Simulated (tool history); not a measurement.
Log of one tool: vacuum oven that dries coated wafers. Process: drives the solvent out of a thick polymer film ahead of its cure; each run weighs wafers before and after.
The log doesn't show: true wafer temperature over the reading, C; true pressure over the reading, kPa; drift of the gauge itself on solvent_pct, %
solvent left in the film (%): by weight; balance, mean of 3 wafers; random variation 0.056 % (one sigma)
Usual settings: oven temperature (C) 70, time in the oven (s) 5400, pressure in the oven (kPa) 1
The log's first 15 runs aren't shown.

run	hour	oven temperature (C)	time in the oven (s)	pressure in the oven (kPa)	hours of work since the thermocouples were calibrated	hours of work since the vacuum gauge was cleaned of residue	solvent left in the film (%)
16	669.4	70	5400	0.76	357	766	2.55
17	709.1	56	5400	0.76	388	797	6.65
18	749.1	56	4740	0.76	419	828	7.34
19	794.9	77	5940	1	455	864	1.94
20	846.1	70	5400	2.92	495	904	6.39
21	886	69	3540	2.81	526	935	7.56
22	943.3	69	3540	2.81	571	980	7.46
23	992.7	64	2940	2.41	610	1019	9.49
24	1028.9	62	2940	2.6	638	1047	11.04
25	1065	62	4860	2.6	666	1075	9.28
26	1117.8	57	3420	0.64	708	1117	8.34
27	1171.4	71	3960	1	749	1159	3.75
28	1217	70	4380	0.7	785	1194	3.09
29	1243.7	78	9660	1.77	806	1215	2.96
30	1284.8	78	5400	0.8	838	1247	1.83
31	1316.2	70	9660	2.02	863	1272	4.71
32	1342.8	65	7440	0.74	883	1293	3.24

5 ways to go on from here, each from the tool as it stands after run 32. What would each give?
A	1389.1	57	6300	3.92	920	1329	?
B	1389.1	69	2880	0.63	920	1329	?
C	1389.1	82	7260	0.98	920	1329	?
D	1389.1	70	3300	0.82	920	1329	?
E	1389.1	72	4320	1	920	1329	?

run	solvent left in the film (%)
A	14.82
B	4.97
C	1.77
D	4.3
E	3.31
Without the tool's hidden state the same runs would have given:
run	solvent left in the film (%)
A	13.96
B	4.43
C	1.21
D	3.72
E	2.66
